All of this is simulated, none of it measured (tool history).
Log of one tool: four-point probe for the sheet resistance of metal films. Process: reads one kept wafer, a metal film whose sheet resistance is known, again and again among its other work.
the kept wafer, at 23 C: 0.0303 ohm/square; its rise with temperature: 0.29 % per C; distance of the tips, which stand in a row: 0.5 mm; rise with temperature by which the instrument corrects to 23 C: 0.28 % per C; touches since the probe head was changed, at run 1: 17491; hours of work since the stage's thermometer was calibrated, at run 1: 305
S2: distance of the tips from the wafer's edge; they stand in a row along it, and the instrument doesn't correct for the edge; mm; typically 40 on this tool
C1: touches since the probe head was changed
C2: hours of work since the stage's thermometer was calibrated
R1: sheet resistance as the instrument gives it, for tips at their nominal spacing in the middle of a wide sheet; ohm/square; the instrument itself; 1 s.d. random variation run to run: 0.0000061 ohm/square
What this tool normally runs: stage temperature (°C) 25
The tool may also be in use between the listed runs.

{"run": 1, "hour": 0.0, "stage temperature (°C)": 25, "S2": 40, "C1": 17491, "C2": 305, "R1": 0.030343}
{"run": 2, "hour": 17.1, "stage temperature (°C)": 25, "S2": 40, "C1": 18267, "C2": 315, "R1": 0.030338}
{"run": 3, "hour": 39.3, "stage temperature (°C)": 25, "S2": 29, "C1": 19270, "C2": 328, "R1": 0.03034}
{"run": 4, "hour": 65.9, "stage temperature (°C)": 25, "S2": 8, "C1": 20477, "C2": 343, "R1": 0.030395}
{"run": 5, "hour": 79.0, "stage temperature (°C)": 25, "S2": 8, "C1": 21071, "C2": 350, "R1": 0.030395}
{"run": 6, "hour": 104.6, "stage temperature (°C)": 25, "S2": 8, "C1": 22233, "C2": 365, "R1": 0.030402}
{"run": 7, "hour": 126.4, "stage temperature (°C)": 25, "S2": 40, "C1": 23222, "C2": 378, "R1": 0.030342}
{"run": 8, "hour": 138.4, "stage temperature (°C)": 25, "S2": 40, "C1": 23765, "C2": 384, "R1": 0.030329}
{"run": 9, "hour": 156.1, "stage temperature (°C)": 25, "S2": 7, "C1": 24567, "C2": 395, "R1": 0.030409}
{"run": 10, "hour": 170.9, "stage temperature (°C)": 27, "S2": 40, "C1": 25236, "C2": 403, "R1": 0.030336}
{"run": 11, "hour": 194.7, "stage temperature (°C)": 27, "S2": 40, "C1": 26314, "C2": 417, "R1": 0.030336}
{"run": 12, "hour": 209.8, "stage temperature (°C)": 27, "S2": 40, "C1": 27000, "C2": 425, "R1": 0.030341}
{"run": 13, "hour": 225.3, "stage temperature (°C)": 30, "S2": 4, "C1": 27701, "C2": 434, "R1": 0.030587}
{"run": 14, "hour": 247.8, "stage temperature (°C)": 30, "S2": 4, "C1": 28723, "C2": 447, "R1": 0.030585}
{"run": 15, "hour": 261.4, "stage temperature (°C)": 21, "S2": 17, "C1": 29336, "C2": 455, "R1": 0.030332}
{"run": 16, "hour": 286.5, "stage temperature (°C)": 22, "S2": 11, "C1": 30477, "C2": 469, "R1": 0.030364}
{"run": 17, "hour": 299.8, "stage temperature (°C)": 22, "S2": 10, "C1": 31077, "C2": 477, "R1": 0.030359}
{"run": 18, "hour": 310.8, "stage temperature (°C)": 27, "S2": 13, "C1": 31576, "C2": 483, "R1": 0.030357}
{"run": 19, "hour": 332.1, "stage temperature (°C)": 27, "S2": 13, "C1": 32543, "C2": 495, "R1": 0.030348}
{"run": 20, "hour": 351.2, "stage temperature (°C)": 27, "S2": 51, "C1": 33406, "C2": 506, "R1": 0.03033}
{"run": 21, "hour": 370.8, "stage temperature (°C)": 30, "S2": 69, "C1": 34296, "C2": 518, "R1": 0.030328}
{"run": 22, "hour": 388.8, "stage temperature (°C)": 27, "S2": 13, "C1": 35111, "C2": 528, "R1": 0.030355}
{"run": 23, "hour": 413.5, "stage temperature (°C)": 33, "S2": 11, "C1": 36231, "C2": 542, "R1": 0.030354}
{"run": 24, "hour": 432.5, "stage temperature (°C)": 27, "S2": 17, "C1": 37091, "C2": 553, "R1": 0.030344}

4 options for the next run, each taken on its own from the tool as it stands now. Forecast them:
{"run": "A", "hour": 446.7, "stage temperature (°C)": 29, "S2": 52, "C1": 37736, "C2": 561, "R1": "?"}
{"run": "B", "hour": 446.7, "stage temperature (°C)": 24, "S2": 11, "C1": 37736, "C2": 561, "R1": "?"}
{"run": "C", "hour": 446.7, "stage temperature (°C)": 23, "S2": 17, "C1": 37736, "C2": 561, "R1": "?"}
{"run": "D", "hour": 446.7, "stage temperature (°C)": 27, "S2": 65, "C1": 37736, "C2": 561, "R1": "?"}

run=A R1=0.030321
run=B R1=0.030353
run=C R1=0.030332
run=D R1=0.030320
Had the tool no hidden state, the same runs would have come out as:
run=A R1=0.030305
run=B R1=0.030337
run=C R1=0.030316
run=D R1=0.030304
